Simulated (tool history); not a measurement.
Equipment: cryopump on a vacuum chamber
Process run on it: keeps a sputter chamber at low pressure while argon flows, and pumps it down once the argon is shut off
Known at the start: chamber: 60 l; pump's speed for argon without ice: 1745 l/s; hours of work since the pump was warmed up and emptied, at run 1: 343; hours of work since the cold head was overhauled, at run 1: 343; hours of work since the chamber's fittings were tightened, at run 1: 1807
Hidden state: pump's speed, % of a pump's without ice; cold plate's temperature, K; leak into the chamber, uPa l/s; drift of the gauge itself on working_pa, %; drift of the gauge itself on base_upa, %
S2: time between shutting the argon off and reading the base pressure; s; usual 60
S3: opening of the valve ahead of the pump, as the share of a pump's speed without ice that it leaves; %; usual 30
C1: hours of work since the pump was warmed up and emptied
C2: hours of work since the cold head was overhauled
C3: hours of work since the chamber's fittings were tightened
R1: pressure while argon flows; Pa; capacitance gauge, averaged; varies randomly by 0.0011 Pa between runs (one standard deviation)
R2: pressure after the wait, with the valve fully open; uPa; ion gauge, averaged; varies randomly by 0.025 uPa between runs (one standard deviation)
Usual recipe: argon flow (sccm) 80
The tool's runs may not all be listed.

Run 1, hour 0.0: usual settings; C1 343; C2 343; C3 1807. Result: R1 0.2673 Pa, R2 2.16 uPa.
Run 2, hour 22.6: usual settings; C1 357; C2 357; C3 1821. Result: R1 0.2657 Pa, R2 2.10 uPa.
Run 3, hour 40.3: usual settings; C1 368; C2 368; C3 1832. Result: R1 0.2651 Pa, R2 2.18 uPa.
Run 4, hour 62.4: usual settings; C1 382; C2 382; C3 1846. Result: R1 0.2671 Pa, R2 2.18 uPa.
Run 5, hour 80.4: usual settings; C1 393; C2 393; C3 1857. Result: R1 0.2685 Pa, R2 2.21 uPa.
Run 6, hour 101.9: usual settings; C1 407; C2 407; C3 1871. Result: R1 0.2695 Pa, R2 2.18 uPa.
Run 7, hour 116.2: usual settings but argon flow (sccm) 142; C1 416; C2 416; C3 1880. Result: R1 0.4795 Pa, R2 2.16 uPa.
Run 8, hour 136.7: usual settings but argon flow (sccm) 142; C1 429; C2 429; C3 1892. Result: R1 0.4779 Pa, R2 2.20 uPa.
Run 9, hour 151.3: usual settings but argon flow (sccm) 142; C1 438; C2 438; C3 1902. Result: R1 0.4817 Pa, R2 2.18 uPa.
Run 10, hour 166.4: usual settings but S2 113 s; C1 447; C2 447; C3 1911. Result: R1 0.2714 Pa, R2 1.78 uPa.
Run 11, hour 184.7: usual settings but argon flow (sccm) 60, S2 113 s, S3 19 %; C1 459; C2 459; C3 1923. Result: R1 0.3119 Pa, R2 1.76 uPa.
Run 12, hour 199.3: usual settings but argon flow (sccm) 60, S2 113 s, S3 19 %; C1 468; C2 468; C3 1932. Result: R1 0.3143 Pa, R2 1.82 uPa.
Run 13, hour 225.0: usual settings but argon flow (sccm) 50, S2 181 s, S3 25 %; C1 484; C2 484; C3 1948. Result: R1 0.2026 Pa, R2 1.68 uPa.
Run 14, hour 250.1: usual settings but argon flow (sccm) 50, S2 181 s, S3 25 %; C1 500; C2 500; C3 1964. Result: R1 0.2019 Pa, R2 1.70 uPa.
Run 15, hour 262.3: usual settings but argon flow (sccm) 50, S2 88 s, S3 47 %; C1 508; C2 508; C3 1971. Result: R1 0.1115 Pa, R2 2.00 uPa.
Run 16, hour 281.9: usual settings but argon flow (sccm) 141, S2 71 s, S3 32 %; C1 520; C2 520; C3 1984. Result: R1 0.4536 Pa, R2 2.17 uPa.
Run 17, hour 305.4: usual settings but argon flow (sccm) 89, S2 39 s, S3 59 %; C1 535; C2 535; C3 1998. Result: R1 0.1627 Pa, R2 2.85 uPa.
Run 18, hour 322.5: usual settings but argon flow (sccm) 40, S2 54 s, S3 59 %; C1 545; C2 545; C3 2009. Result: R1 0.0736 Pa, R2 2.41 uPa.
Run 19, hour 342.3: usual settings but argon flow (sccm) 128, S2 74 s, S3 35 %; C1 558; C2 558; C3 2021. Result: R1 0.3769 Pa, R2 2.20 uPa.
Run 20, hour 365.2: usual settings but S3 27 %; C1 572; C2 572; C3 2036. Result: R1 0.3031 Pa, R2 2.36 uPa.

Each run again, without the hidden state but with its own random variation kept:
run      R1    R2
  1  0.2584  1.07
  2  0.2564  1.04
  3  0.2556  1.09
  4  0.2572  1.06
  5  0.2583  1.09
  6  0.2589  1.05
  7  0.4601  1.04
  8  0.4579  1.05
  9  0.4611  1.04
 10  0.2595  0.61
 11  0.3028  0.59
 12  0.3050  0.64
 13  0.1945  0.47
 14  0.1935  0.49
 15  0.1030  0.77
 16  0.4287  0.90
 17  0.1465  1.56
 18  0.0661  1.13
 19  0.3527  0.90
 20  0.2874  1.05
